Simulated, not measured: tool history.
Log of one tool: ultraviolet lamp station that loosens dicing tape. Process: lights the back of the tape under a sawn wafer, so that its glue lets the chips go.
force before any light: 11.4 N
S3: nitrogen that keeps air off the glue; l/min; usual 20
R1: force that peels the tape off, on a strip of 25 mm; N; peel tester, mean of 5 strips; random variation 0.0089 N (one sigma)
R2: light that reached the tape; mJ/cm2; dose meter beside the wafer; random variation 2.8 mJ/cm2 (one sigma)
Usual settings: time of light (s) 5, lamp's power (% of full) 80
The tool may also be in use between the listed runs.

Run 1, hour 0.0: usual settings. Result: R1 0.469 N, R2 349 mJ/cm2.
Run 2, hour 11.8: usual settings. Result: R1 0.467 N, R2 352 mJ/cm2.
Run 3, hour 22.1: usual settings but lamp's power (% of full) 64. Result: R1 0.767 N, R2 276 mJ/cm2.
Run 4, hour 29.1: usual settings but lamp's power (% of full) 64. Result: R1 0.793 N, R2 277 mJ/cm2.
Run 5, hour 36.9: usual settings but lamp's power (% of full) 64. Result: R1 0.784 N, R2 275 mJ/cm2.
Run 6, hour 46.2: usual settings but time of light (s) 6. Result: R1 0.298 N, R2 421 mJ/cm2.
Run 7, hour 52.8: usual settings but lamp's power (% of full) 69. Result: R1 0.661 N, R2 301 mJ/cm2.
Run 8, hour 63.7: usual settings but lamp's power (% of full) 69. Result: R1 0.661 N, R2 300 mJ/cm2.
Run 9, hour 72.8: usual settings but lamp's power (% of full) 69. Result: R1 0.671 N, R2 300 mJ/cm2.
Run 10, hour 82.0: usual settings but lamp's power (% of full) 69. Result: R1 0.702 N, R2 297 mJ/cm2.
Run 11, hour 92.0: usual settings but lamp's power (% of full) 69, S3 27 l/min. Result: R1 0.522 N, R2 295 mJ/cm2.
Run 12, hour 101.6: usual settings but lamp's power (% of full) 69, S3 15 l/min. Result: R1 0.868 N, R2 301 mJ/cm2.
Run 13, hour 112.3: usual settings. Result: R1 0.499 N, R2 344 mJ/cm2.
Run 14, hour 117.9: usual settings but S3 29 l/min. Result: R1 0.352 N, R2 345 mJ/cm2.
Run 15, hour 127.9: usual settings but S3 29 l/min. Result: R1 0.357 N, R2 344 mJ/cm2.
Run 16, hour 139.5: usual settings but S3 29 l/min. Result: R1 0.360 N, R2 342 mJ/cm2.
Run 17, hour 149.0: usual settings but S3 29 l/min. Result: R1 0.367 N, R2 347 mJ/cm2.
Run 18, hour 157.8: usual settings but lamp's power (% of full) 64, S3 29 l/min. Result: R1 0.628 N, R2 274 mJ/cm2.
Run 19, hour 169.7: usual settings but lamp's power (% of full) 95. Result: R1 0.334 N, R2 404 mJ/cm2.
Run 20, hour 177.6: usual settings but lamp's power (% of full) 81, S3 13 l/min. Result: R1 0.770 N, R2 345 mJ/cm2.
Run 21, hour 186.7: usual settings but time of light (s) 2. Result: R1 2.888 N, R2 138 mJ/cm2.
Run 22, hour 191.7: usual settings but time of light (s) 10, lamp's power (% of full) 95, S3 11 l/min. Result: R1 0.165 N, R2 809 mJ/cm2.
Run 23, hour 199.5: usual settings but time of light (s) 8, lamp's power (% of full) 63. Result: R1 0.292 N, R2 424 mJ/cm2.
Run 24, hour 207.6: usual settings but time of light (s) 3, lamp's power (% of full) 65, S3 8 l/min. Result: R1 3.719 N, R2 165 mJ/cm2.
Run 25, hour 217.0: usual settings but time of light (s) 4, lamp's power (% of full) 93, S3 8 l/min. Result: R1 1.478 N, R2 315 mJ/cm2.
Run 26, hour 223.9: usual settings but time of light (s) 2, lamp's power (% of full) 87, S3 31 l/min. Result: R1 2.015 N, R2 145 mJ/cm2.
Run 27, hour 235.6: usual settings but time of light (s) 2, lamp's power (% of full) 87, S3 31 l/min. Result: R1 2.071 N, R2 149 mJ/cm2.

Forecast run 28:
Run 28, hour 244.9: usual settings but time of light (s) 2, lamp's power (% of full) 61, S3 14 l/min. Result: R1 ?, R2 ?.

{"run 28": {"R1": 4.873, "R2": 101}}
Without the tool's hidden state the same run would have given R1 4.264 N, R2 117 mJ/cm2.
